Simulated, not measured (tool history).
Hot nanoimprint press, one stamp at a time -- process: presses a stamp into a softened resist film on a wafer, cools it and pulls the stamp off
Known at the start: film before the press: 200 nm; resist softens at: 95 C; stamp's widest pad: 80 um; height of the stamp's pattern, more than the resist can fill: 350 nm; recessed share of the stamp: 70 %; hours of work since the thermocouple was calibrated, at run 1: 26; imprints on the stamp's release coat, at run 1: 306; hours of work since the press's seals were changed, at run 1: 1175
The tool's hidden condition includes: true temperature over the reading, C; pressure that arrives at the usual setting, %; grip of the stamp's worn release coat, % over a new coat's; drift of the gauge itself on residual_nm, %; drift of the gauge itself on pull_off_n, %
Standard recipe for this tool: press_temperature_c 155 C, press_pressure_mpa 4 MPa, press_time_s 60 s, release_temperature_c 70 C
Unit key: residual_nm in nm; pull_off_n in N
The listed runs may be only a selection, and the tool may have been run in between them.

| run | hour | press_temperature_c | press_pressure_mpa | press_time_s | release_temperature_c | hours of work since the thermocouple was calibrated | imprints on the stamp's release coat | hours of work since the press's seals were changed | residual_nm | pull_off_n |
|---|---|---|---|---|---|---|---|---|---|---|
| 1 | 0 | 155 | 4 | 60 | 70 | 26 | 306 | 1175 | 83.1 | 168 |
|  | 20.9 | press's hydraulic seals changed and the load cell set to zero |
|  | 57.3 | stamp cleaned and given a new release coat |
| 2 | 63.3 | 155 | 4 | 60 | 70 | 59 | 28 | 25 | 79.9 | 168 |
| 3 | 112.5 | 155 | 4 | 60 | 70 | 93 | 263 | 58 | 80.7 | 170 |
| 4 | 161.7 | 155 | 4 | 60 | 70 | 126 | 497 | 92 | 80.8 | 181 |
|  | 171.4 | stamp cleaned and given a new release coat |
| 5 | 189.4 | 155 | 4 | 60 | 70 | 141 | 86 | 106 | 81.4 | 164 |
| 6 | 224.2 | 155 | 4 | 60 | 70 | 164 | 252 | 130 | 81.3 | 173 |
| 7 | 251.5 | 155 | 4 | 60 | 70 | 183 | 382 | 148 | 81.4 | 176 |
|  | 286.5 | stamp cleaned and given a new release coat |
| 8 | 289.6 | 155 | 4 | 60 | 74 | 205 | 15 | 170 | 81.9 | 165 |
| 9 | 337.2 | 155 | 4 | 60 | 74 | 237 | 242 | 203 | 82.7 | 170 |
| 10 | 359.3 | 155 | 2.4 | 60 | 70 | 252 | 347 | 218 | 100.9 | 180 |
|  | 399.9 | stamp cleaned and given a new release coat |
| 11 | 409.2 | 155 | 2.4 | 60 | 70 | 282 | 44 | 247 | 101.5 | 169 |
|  | 420.8 | plate thermocouple calibrated |
| 12 | 457.7 | 155 | 2.4 | 60 | 70 | 25 | 261 | 278 | 97.6 | 174 |
| 13 | 483.1 | 155 | 2.4 | 60 | 70 | 42 | 382 | 296 | 97.5 | 179 |
|  | 516.6 | stamp cleaned and given a new release coat |
| 14 | 523.7 | 160 | 2.86 | 54 | 61 | 66 | 34 | 319 | 75.4 | 176 |
| 15 | 565.6 | 158 | 3.9 | 54 | 68 | 94 | 234 | 348 | 73.2 | 174 |
| 16 | 590.3 | 150 | 4 | 60 | 67 | 111 | 351 | 364 | 103.2 | 174 |
|  | 632.1 | stamp cleaned and given a new release coat |
| 17 | 643.9 | 155 | 4 | 60 | 55 | 143 | 56 | 397 | 81.1 | 190 |
| 18 | 688.3 | 147 | 6.27 | 60 | 64 | 174 | 268 | 427 | 102.2 | 185 |
| 19 | 731.4 | 163 | 3.42 | 94 | 64 | 203 | 473 | 456 | 47.6 | 191 |
|  | 744.6 | stamp cleaned and given a new release coat |
| 20 | 786.2 | 163 | 3.42 | 94 | 64 | 236 | 198 | 489 | 47.5 | 179 |
| 21 | 817 | 156 | 3.42 | 31 | 64 | 257 | 345 | 510 | 108.6 | 179 |
| 22 | 839.1 | 156 | 4 | 31 | 64 | 272 | 450 | 525 | 103.3 | 188 |
|  | 858.2 | stamp cleaned and given a new release coat |
|  | 871.6 | plate thermocouple calibrated |
| 23 | 873.7 | 144 | 4 | 93 | 70 | 1 | 59 | 543 | 116.3 | 165 |
| 24 | 897.8 | 144 | 5.76 | 61 | 70 | 18 | 174 | 559 | 119.5 | 171 |
| 25 | 928.3 | 144 | 2.57 | 59 | 70 | 39 | 320 | 580 | 150.7 | 172 |
| 26 | 957.8 | 155 | 4 | 74 | 59 | 59 | 460 | 600 | 73.7 | 196 |

Below are 5 alternative next runs, each starting from the tool's condition after run 26. Predict each:
|  | 975.4 | stamp cleaned and given a new release coat |
| A | 1001.5 | 155 | 3.82 | 87 | 70 | 84 | 125 | 626 | ? | ? |
|  | 975.4 | stamp cleaned and given a new release coat |
| B | 1001.5 | 155 | 4 | 42 | 59 | 84 | 125 | 626 | ? | ? |
|  | 975.4 | stamp cleaned and given a new release coat |
| C | 1001.5 | 166 | 5.7 | 74 | 59 | 84 | 125 | 626 | ? | ? |
|  | 975.4 | stamp cleaned and given a new release coat |
| D | 1001.5 | 165 | 4 | 60 | 70 | 84 | 125 | 626 | ? | ? |
|  | 975.4 | stamp cleaned and given a new release coat |
| E | 1001.5 | 163 | 3.12 | 60 | 59 | 84 | 125 | 626 | ? | ? |

| run | residual_nm | pull_off_n |
|---|---|---|
| A | 70.2 | 170 |
| B | 94.1 | 189 |
| C | 35.9 | 185 |
| D | 49.3 | 170 |
| E | 61.1 | 188 |
Had the tool no hidden state, the same runs would have come out as:
| run | residual_nm | pull_off_n |
|---|---|---|
| A | 68.6 | 166 |
| B | 92 | 185 |
| C | 34.6 | 181 |
| D | 48 | 167 |
| E | 59.9 | 184 |
